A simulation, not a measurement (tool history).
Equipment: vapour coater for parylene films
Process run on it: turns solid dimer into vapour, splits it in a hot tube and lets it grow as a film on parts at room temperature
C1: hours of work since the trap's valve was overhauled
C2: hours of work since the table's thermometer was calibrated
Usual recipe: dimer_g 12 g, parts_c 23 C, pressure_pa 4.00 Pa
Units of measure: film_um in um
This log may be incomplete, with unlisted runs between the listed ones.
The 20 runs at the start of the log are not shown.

run 21 day=11.988 | dimer_g=12 parts_c=23 pressure_pa=8.54 | C1=23 C2=390 | film_um=3.70
run 22 day=12.708 | dimer_g=12 parts_c=23 pressure_pa=4.98 | C1=37 C2=405 | film_um=4.21
run 23 day=13.512 | dimer_g=9 parts_c=32 pressure_pa=4.98 | C1=53 C2=420 | film_um=2.42
run 24 day=14.100 | dimer_g=9 parts_c=30 pressure_pa=3.18 | C1=64 C2=432 | film_um=2.76
run 25 day=14.796 | dimer_g=9 parts_c=30 pressure_pa=3.18 | C1=78 C2=445 | film_um=2.80
run 26 day=15.412 | dimer_g=9 parts_c=30 pressure_pa=3.18 | C1=90 C2=458 | film_um=2.79
run 27 day=15.767 | dimer_g=9 parts_c=26 pressure_pa=3.18 | C1=97 C2=465 | film_um=3.16
run 28 day=16.438 | dimer_g=5 parts_c=26 pressure_pa=10.05 | C1=110 C2=478 | film_um=1.37
run 29 day=16.858 | dimer_g=12 parts_c=34 pressure_pa=4.00 | C1=119 C2=486 | film_um=3.13
run 30 day=17.362 | dimer_g=8 parts_c=22 pressure_pa=6.12 | C1=128 C2=496 | film_um=2.72
run 31 day=17.862 | dimer_g=12 parts_c=24 pressure_pa=4.00 | C1=138 C2=506 | film_um=4.23
run 32 day=18.529 | dimer_g=8 parts_c=17 pressure_pa=4.00 | C1=151 C2=519 | film_um=3.42
run 33 day=19.288 | dimer_g=11 parts_c=17 pressure_pa=2.53 | C1=166 C2=534 | film_um=4.81
run 34 day=19.862 | dimer_g=11 parts_c=17 pressure_pa=2.53 | C1=178 C2=545 | film_um=4.87
run 35 day=20.446 | dimer_g=11 parts_c=34 pressure_pa=2.53 | C1=189 C2=556 | film_um=3.17
run 36 day=20.788 | dimer_g=11 parts_c=34 pressure_pa=2.53 | C1=196 C2=563 | film_um=3.12
run 37 day=21.479 | dimer_g=11 parts_c=34 pressure_pa=2.53 | C1=209 C2=577 | film_um=3.14
run 38 day=22.142 | dimer_g=6 parts_c=31 pressure_pa=6.49 | C1=222 C2=590 | film_um=1.56
run 39 day=22.921 | dimer_g=6 parts_c=31 pressure_pa=6.49 | C1=238 C2=605 | film_um=1.54
run 40 day=23.688 | dimer_g=8 parts_c=23 pressure_pa=2.74 | C1=253 C2=620 | film_um=3.13
run 41 day=24.242 | dimer_g=8 parts_c=23 pressure_pa=2.74 | C1=263 C2=631 | film_um=3.10
run 42 day=24.642 | dimer_g=20 parts_c=24 pressure_pa=5.29 | C1=271 C2=639 | film_um=6.54
run 43 day=25.296 | dimer_g=6 parts_c=19 pressure_pa=6.89 | C1=284 C2=651 | film_um=2.16
run 44 day=25.679 | dimer_g=12 parts_c=27 pressure_pa=10.34 | C1=292 C2=659 | film_um=3.11

5 ways to go on from here, each from the tool as it stands after run 44. What would each give?
run A day=26.021 | dimer_g=11 parts_c=31 pressure_pa=4.00 | C1=298 C2=666 | film_um=?
run B day=26.021 | dimer_g=19 parts_c=18 pressure_pa=4.51 | C1=298 C2=666 | film_um=?
run C day=26.021 | dimer_g=12 parts_c=33 pressure_pa=11.75 | C1=298 C2=666 | film_um=?
run D day=26.021 | dimer_g=14 parts_c=27 pressure_pa=2.88 | C1=298 C2=666 | film_um=?
run E day=26.021 | dimer_g=10 parts_c=26 pressure_pa=4.00 | C1=298 C2=666 | film_um=?

run=A film_um=3.09
run=B film_um=7.68
run=C film_um=2.52
run=D film_um=4.75
run=E film_um=3.27
With no hidden state in the tool, these same runs would have given:
run=A film_um=3.12
run=B film_um=7.74
run=C film_um=2.54
run=D film_um=4.79
run=E film_um=3.30
